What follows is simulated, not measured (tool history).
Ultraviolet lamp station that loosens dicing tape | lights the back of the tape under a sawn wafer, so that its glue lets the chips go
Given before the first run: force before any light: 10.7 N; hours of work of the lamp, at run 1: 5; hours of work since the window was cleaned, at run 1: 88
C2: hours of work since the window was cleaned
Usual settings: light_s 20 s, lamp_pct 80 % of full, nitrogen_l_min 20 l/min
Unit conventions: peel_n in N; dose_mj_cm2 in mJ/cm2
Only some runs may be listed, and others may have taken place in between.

run 1 hour=0 | light_s=20 lamp_pct=80 nitrogen_l_min=20 | hours_of_work_of_the_lamp=5 C2=88 | peel_n=0.535 dose_mj_cm2=316
run 2 hour=14.3 | light_s=20 lamp_pct=97 nitrogen_l_min=20 | hours_of_work_of_the_lamp=14 C2=97 | peel_n=0.346 dose_mj_cm2=383
run 3 hour=20.2 | light_s=20 lamp_pct=97 nitrogen_l_min=20 | hours_of_work_of_the_lamp=17 C2=100 | peel_n=0.341 dose_mj_cm2=387
run 4 hour=27.8 | light_s=20 lamp_pct=97 nitrogen_l_min=20 | hours_of_work_of_the_lamp=22 C2=105 | peel_n=0.359 dose_mj_cm2=385
run 5 hour=34.7 | light_s=20 lamp_pct=97 nitrogen_l_min=20 | hours_of_work_of_the_lamp=26 C2=109 | peel_n=0.381 dose_mj_cm2=387
run 6 hour=45.8 | light_s=20 lamp_pct=97 nitrogen_l_min=20 | hours_of_work_of_the_lamp=33 C2=116 | peel_n=0.361 dose_mj_cm2=380
run 7 hour=52 | light_s=20 lamp_pct=97 nitrogen_l_min=20 | hours_of_work_of_the_lamp=37 C2=120 | peel_n=0.381 dose_mj_cm2=380
run 8 hour=62.6 | light_s=20 lamp_pct=80 nitrogen_l_min=20 | hours_of_work_of_the_lamp=43 C2=126 | peel_n=0.537 dose_mj_cm2=312
run 9 hour=71 | light_s=20 lamp_pct=80 nitrogen_l_min=20 | hours_of_work_of_the_lamp=48 C2=132 | peel_n=0.552 dose_mj_cm2=308
run 10 hour=83.4 | light_s=35 lamp_pct=80 nitrogen_l_min=20 | hours_of_work_of_the_lamp=56 C2=139 | peel_n=0.243 dose_mj_cm2=545
run 11 hour=97 | light_s=20 lamp_pct=80 nitrogen_l_min=20 | hours_of_work_of_the_lamp=64 C2=147 | peel_n=0.576 dose_mj_cm2=305
run 12 hour=104 | light_s=20 lamp_pct=80 nitrogen_l_min=20 | hours_of_work_of_the_lamp=69 C2=152 | peel_n=0.585 dose_mj_cm2=311
run 13 hour=110.8 | light_s=20 lamp_pct=80 nitrogen_l_min=20 | hours_of_work_of_the_lamp=73 C2=156 | peel_n=0.565 dose_mj_cm2=309
run 14 hour=121.2 | light_s=20 lamp_pct=66 nitrogen_l_min=20 | hours_of_work_of_the_lamp=79 C2=162 | peel_n=0.863 dose_mj_cm2=254
run 15 hour=135.6 | light_s=20 lamp_pct=80 nitrogen_l_min=20 | hours_of_work_of_the_lamp=88 C2=171 | peel_n=0.58 dose_mj_cm2=304
run 16 hour=144.6 | light_s=20 lamp_pct=80 nitrogen_l_min=20 | hours_of_work_of_the_lamp=94 C2=177 | peel_n=0.588 dose_mj_cm2=308
run 17 hour=150.6 | light_s=20 lamp_pct=80 nitrogen_l_min=20 | hours_of_work_of_the_lamp=97 C2=180 | peel_n=0.589 dose_mj_cm2=306
run 18 hour=163.4 | light_s=20 lamp_pct=80 nitrogen_l_min=20 | hours_of_work_of_the_lamp=105 C2=188 | peel_n=0.577 dose_mj_cm2=299
run 19 hour=171.9 | light_s=20 lamp_pct=80 nitrogen_l_min=20 | hours_of_work_of_the_lamp=110 C2=193 | peel_n=0.597 dose_mj_cm2=306
run 20 hour=184.6 | light_s=20 lamp_pct=80 nitrogen_l_min=20 | hours_of_work_of_the_lamp=118 C2=201 | peel_n=0.599 dose_mj_cm2=300
run 21 hour=193.4 | light_s=20 lamp_pct=80 nitrogen_l_min=20 | hours_of_work_of_the_lamp=123 C2=207 | peel_n=0.586 dose_mj_cm2=300
run 22 hour=207.5 | light_s=20 lamp_pct=80 nitrogen_l_min=20 | hours_of_work_of_the_lamp=132 C2=215 | peel_n=0.606 dose_mj_cm2=300
run 23 hour=218.6 | light_s=21 lamp_pct=80 nitrogen_l_min=32 | hours_of_work_of_the_lamp=139 C2=222 | peel_n=0.434 dose_mj_cm2=308
run 24 hour=225.8 | light_s=20 lamp_pct=80 nitrogen_l_min=36 | hours_of_work_of_the_lamp=143 C2=227 | peel_n=0.468 dose_mj_cm2=297
run 25 hour=236.8 | light_s=26 lamp_pct=78 nitrogen_l_min=27 | hours_of_work_of_the_lamp=150 C2=233 | peel_n=0.321 dose_mj_cm2=374
-- hour=238.4 window cleaned of glue's vapour
run 26 hour=246.7 | light_s=20 lamp_pct=80 nitrogen_l_min=12 | hours_of_work_of_the_lamp=156 C2=5 | peel_n=0.916 dose_mj_cm2=285
run 27 hour=258.9 | light_s=26 lamp_pct=74 nitrogen_l_min=10 | hours_of_work_of_the_lamp=163 C2=13 | peel_n=0.684 dose_mj_cm2=347
run 28 hour=266.2 | light_s=18 lamp_pct=74 nitrogen_l_min=10 | hours_of_work_of_the_lamp=168 C2=17 | peel_n=1.518 dose_mj_cm2=236
run 29 hour=278 | light_s=10 lamp_pct=100 nitrogen_l_min=19 | hours_of_work_of_the_lamp=175 C2=24 | peel_n=1.81 dose_mj_cm2=177
run 30 hour=284 | light_s=27 lamp_pct=62 nitrogen_l_min=9 | hours_of_work_of_the_lamp=179 C2=28 | peel_n=1.023 dose_mj_cm2=297
-- hour=289.7 window cleaned of glue's vapour, once more
run 31 hour=292.4 | light_s=27 lamp_pct=81 nitrogen_l_min=10 | hours_of_work_of_the_lamp=184 C2=2 | peel_n=0.43 dose_mj_cm2=427
run 32 hour=300.9 | light_s=20 lamp_pct=67 nitrogen_l_min=20 | hours_of_work_of_the_lamp=189 C2=7 | peel_n=0.818 dose_mj_cm2=260
run 33 hour=313.3 | light_s=20 lamp_pct=80 nitrogen_l_min=13 | hours_of_work_of_the_lamp=196 C2=14 | peel_n=0.714 dose_mj_cm2=306

For run 34, what comes out?
run 34 hour=324.2 | light_s=15 lamp_pct=60 nitrogen_l_min=13 | hours_of_work_of_the_lamp=203 C2=21 | peel_n=? dose_mj_cm2=?

{"run 34": {"peel_n": 2.23, "dose_mj_cm2": 171}}
Minus the tool's unlogged condition, the same run would have read peel_n 1.953 N, dose_mj_cm2 186 mJ/cm2.
